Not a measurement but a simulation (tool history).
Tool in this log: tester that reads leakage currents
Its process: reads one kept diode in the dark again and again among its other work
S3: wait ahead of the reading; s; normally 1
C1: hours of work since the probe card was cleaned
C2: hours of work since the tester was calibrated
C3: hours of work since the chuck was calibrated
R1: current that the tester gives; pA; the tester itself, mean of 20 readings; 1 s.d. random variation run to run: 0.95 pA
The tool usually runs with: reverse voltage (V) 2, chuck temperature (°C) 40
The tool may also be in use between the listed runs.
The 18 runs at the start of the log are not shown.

{"run": 19, "hour": 2477.1, "reverse voltage (V)": 3.09, "chuck temperature (°C)": 40, "S3": 1, "C1": 1237, "C2": 4297, "C3": 168, "R1": 411.51}
{"run": 20, "hour": 2565.0, "reverse voltage (V)": 2, "chuck temperature (°C)": 40, "S3": 1, "C1": 1305, "C2": 4365, "C3": 236, "R1": 331.44}
{"run": 21, "hour": 2683.0, "reverse voltage (V)": 2.44, "chuck temperature (°C)": 21, "S3": 1.16, "C1": 1396, "C2": 4456, "C3": 327, "R1": 71.49}
{"run": 22, "hour": 2811.3, "reverse voltage (V)": 16.55, "chuck temperature (°C)": 40, "S3": 4.08, "C1": 1495, "C2": 4555, "C3": 426, "R1": 1010.95}
{"run": 23, "hour": 2947.9, "reverse voltage (V)": 2.73, "chuck temperature (°C)": 40, "S3": 6.5, "C1": 1601, "C2": 4661, "C3": 531, "R1": 403.82}
{"run": 24, "hour": 3107.6, "reverse voltage (V)": 2.73, "chuck temperature (°C)": 40, "S3": 6.5, "C1": 1724, "C2": 4784, "C3": 655, "R1": 410.93}
{"hour": 3203.8, "done": "probe card cleaned and baked"}
{"run": 25, "hour": 3283.8, "reverse voltage (V)": 2, "chuck temperature (°C)": 36, "S3": 1.22, "C1": 62, "C2": 4918, "C3": 788, "R1": 256.78}
{"run": 26, "hour": 3458.7, "reverse voltage (V)": 2, "chuck temperature (°C)": 26, "S3": 2.16, "C1": 197, "C2": 5053, "C3": 923, "R1": 111.23}
{"run": 27, "hour": 3565.2, "reverse voltage (V)": 16.26, "chuck temperature (°C)": 40, "S3": 1.05, "C1": 279, "C2": 5135, "C3": 1006, "R1": 1088.24}
{"run": 28, "hour": 3655.0, "reverse voltage (V)": 16.26, "chuck temperature (°C)": 40, "S3": 1.05, "C1": 348, "C2": 5204, "C3": 1075, "R1": 1095.29}
{"run": 29, "hour": 3751.0, "reverse voltage (V)": 16.26, "chuck temperature (°C)": 31, "S3": 1.05, "C1": 422, "C2": 5278, "C3": 1149, "R1": 528.39}
{"run": 30, "hour": 3889.6, "reverse voltage (V)": 4.22, "chuck temperature (°C)": 31, "S3": 4.18, "C1": 529, "C2": 5385, "C3": 1256, "R1": 264.58}
{"run": 31, "hour": 4079.3, "reverse voltage (V)": 1.06, "chuck temperature (°C)": 31, "S3": 3.79, "C1": 676, "C2": 5532, "C3": 1402, "R1": 133.71}
{"hour": 4162.4, "done": "chuck's temperature calibrated"}
{"run": 32, "hour": 4253.7, "reverse voltage (V)": 4.45, "chuck temperature (°C)": 48, "S3": 0.41, "C1": 809, "C2": 5665, "C3": 70, "R1": 938.33}
{"run": 33, "hour": 4450.0, "reverse voltage (V)": 4.45, "chuck temperature (°C)": 48, "S3": 0.41, "C1": 960, "C2": 5816, "C3": 222, "R1": 953.23}
{"hour": 4521.5, "done": "tester calibrated"}
{"run": 34, "hour": 4569.2, "reverse voltage (V)": 4.45, "chuck temperature (°C)": 27, "S3": 7.38, "C1": 1051, "C2": 37, "C3": 312, "R1": 162.14}
{"run": 35, "hour": 4702.1, "reverse voltage (V)": 13.66, "chuck temperature (°C)": 24, "S3": 1.28, "C1": 1153, "C2": 139, "C3": 415, "R1": 231.03}
{"run": 36, "hour": 4889.4, "reverse voltage (V)": 11.34, "chuck temperature (°C)": 36, "S3": 0.67, "C1": 1298, "C2": 284, "C3": 560, "R1": 605.49}
{"run": 37, "hour": 5059.8, "reverse voltage (V)": 11.34, "chuck temperature (°C)": 36, "S3": 0.67, "C1": 1429, "C2": 415, "C3": 691, "R1": 613}
{"run": 38, "hour": 5203.4, "reverse voltage (V)": 11.34, "chuck temperature (°C)": 36, "S3": 0.39, "C1": 1540, "C2": 526, "C3": 802, "R1": 626.79}
{"run": 39, "hour": 5363.9, "reverse voltage (V)": 11.34, "chuck temperature (°C)": 36, "S3": 0.39, "C1": 1664, "C2": 650, "C3": 926, "R1": 637.38}

Forecast each of these 4 alternatives for the next run:
{"hour": 5535.9, "done": "probe card cleaned and baked"}
{"run": "A", "hour": 5553.7, "reverse voltage (V)": 18.86, "chuck temperature (°C)": 44, "S3": 1.19, "C1": 14, "C2": 794, "C3": 1070, "R1": "?"}
{"hour": 5535.9, "done": "probe card cleaned and baked"}
{"run": "B", "hour": 5553.7, "reverse voltage (V)": 1.5, "chuck temperature (°C)": 23, "S3": 1.38, "C1": 14, "C2": 794, "C3": 1070, "R1": "?"}
{"hour": 5535.9, "done": "probe card cleaned and baked"}
{"run": "C", "hour": 5553.7, "reverse voltage (V)": 5.13, "chuck temperature (°C)": 26, "S3": 5.15, "C1": 14, "C2": 794, "C3": 1070, "R1": "?"}
{"hour": 5535.9, "done": "probe card cleaned and baked"}
{"run": "D", "hour": 5553.7, "reverse voltage (V)": 16.35, "chuck temperature (°C)": 40, "S3": 3.58, "C1": 14, "C2": 794, "C3": 1070, "R1": "?"}

run=A R1=1594.71
run=B R1=73.32
run=C R1=179.55
run=D R1=1079.51
Without the tool's unlogged condition, the same runs would have read:
run=A R1=1380.99
run=B R1=62.21
run=C R1=152.75
run=D R1=931.16
